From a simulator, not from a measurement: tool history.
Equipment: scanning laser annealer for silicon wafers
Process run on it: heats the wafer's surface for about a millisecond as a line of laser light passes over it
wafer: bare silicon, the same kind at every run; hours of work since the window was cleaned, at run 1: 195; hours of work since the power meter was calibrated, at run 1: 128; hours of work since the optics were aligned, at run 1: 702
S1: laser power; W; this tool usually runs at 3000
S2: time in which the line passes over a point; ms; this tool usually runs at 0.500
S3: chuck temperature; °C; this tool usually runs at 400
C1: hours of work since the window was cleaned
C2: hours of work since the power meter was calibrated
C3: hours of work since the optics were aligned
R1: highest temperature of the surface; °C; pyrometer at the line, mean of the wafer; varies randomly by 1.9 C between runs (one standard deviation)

run 1 hour=0.0 | S1=3000 S2=0.500 S3=400 | C1=195 C2=128 C3=702 | R1=1100
run 2 hour=13.9 | S1=3000 S2=0.436 S3=400 | C1=203 C2=136 C3=710 | R1=1059
run 3 hour=25.1 | S1=3000 S2=0.461 S3=400 | C1=209 C2=143 C3=716 | R1=1075
run 4 hour=48.5 | S1=3000 S2=0.461 S3=400 | C1=223 C2=156 C3=730 | R1=1073
run 5 hour=61.3 | S1=3000 S2=0.500 S3=400 | C1=230 C2=163 C3=737 | R1=1101
run 6 hour=82.9 | S1=3000 S2=0.500 S3=400 | C1=243 C2=176 C3=749 | R1=1097
run 7 hour=101.3 | S1=3000 S2=0.500 S3=400 | C1=253 C2=186 C3=760 | R1=1099
run 8 hour=121.7 | S1=3000 S2=0.500 S3=400 | C1=265 C2=198 C3=772 | R1=1098
run 9 hour=138.9 | S1=3000 S2=0.500 S3=400 | C1=275 C2=208 C3=781 | R1=1096
run 10 hour=155.8 | S1=3000 S2=0.500 S3=400 | C1=284 C2=217 C3=791 | R1=1097
run 11 hour=169.5 | S1=3000 S2=0.500 S3=397 | C1=292 C2=225 C3=799 | R1=1093
run 12 hour=185.1 | S1=3000 S2=0.500 S3=400 | C1=301 C2=234 C3=808 | R1=1098
run 13 hour=201.6 | S1=3000 S2=0.500 S3=400 | C1=310 C2=243 C3=817 | R1=1097
run 14 hour=219.7 | S1=3000 S2=0.500 S3=400 | C1=321 C2=254 C3=828 | R1=1095
run 15 hour=230.8 | S1=3238 S2=0.500 S3=435 | C1=327 C2=260 C3=834 | R1=1198
run 16 hour=245.9 | S1=3238 S2=0.570 S3=435 | C1=336 C2=269 C3=843 | R1=1249
run 17 hour=257.3 | S1=3000 S2=0.500 S3=397 | C1=342 C2=275 C3=849 | R1=1089
run 18 hour=267.2 | S1=3000 S2=0.500 S3=397 | C1=348 C2=281 C3=855 | R1=1089
run 19 hour=290.2 | S1=3000 S2=0.569 S3=400 | C1=361 C2=294 C3=868 | R1=1140
-- hour=307.1 window over the wafer cleaned
run 20 hour=307.6 | S1=3000 S2=0.569 S3=400 | C1=0 C2=303 C3=877 | R1=1155
run 21 hour=319.8 | S1=2640 S2=0.358 S3=386 | C1=7 C2=310 C3=884 | R1=897
run 22 hour=340.9 | S1=3000 S2=0.500 S3=422 | C1=19 C2=322 C3=896 | R1=1126
run 23 hour=353.6 | S1=3000 S2=0.563 S3=434 | C1=27 C2=329 C3=903 | R1=1181
run 24 hour=376.0 | S1=3000 S2=0.563 S3=434 | C1=39 C2=342 C3=916 | R1=1177
run 25 hour=387.1 | S1=3145 S2=0.538 S3=400 | C1=46 C2=348 C3=922 | R1=1176

Below are 4 alternative next runs, each starting from the tool's condition after run 25. Predict each:
run A hour=399.4 | S1=2852 S2=0.382 S3=403 | C1=53 C2=355 C3=929 | R1=?
run B hour=399.4 | S1=3000 S2=0.430 S3=400 | C1=53 C2=355 C3=929 | R1=?
run C hour=399.4 | S1=2596 S2=0.532 S3=400 | C1=53 C2=355 C3=929 | R1=?
run D hour=399.4 | S1=2735 S2=0.538 S3=400 | C1=53 C2=355 C3=929 | R1=?

run=A R1=982
run=B R1=1052
run=C R1=1002
run=D R1=1047
Had the tool no hidden state, the same runs would have come out as:
run=A R1=1000
run=B R1=1072
run=C R1=1021
run=D R1=1067

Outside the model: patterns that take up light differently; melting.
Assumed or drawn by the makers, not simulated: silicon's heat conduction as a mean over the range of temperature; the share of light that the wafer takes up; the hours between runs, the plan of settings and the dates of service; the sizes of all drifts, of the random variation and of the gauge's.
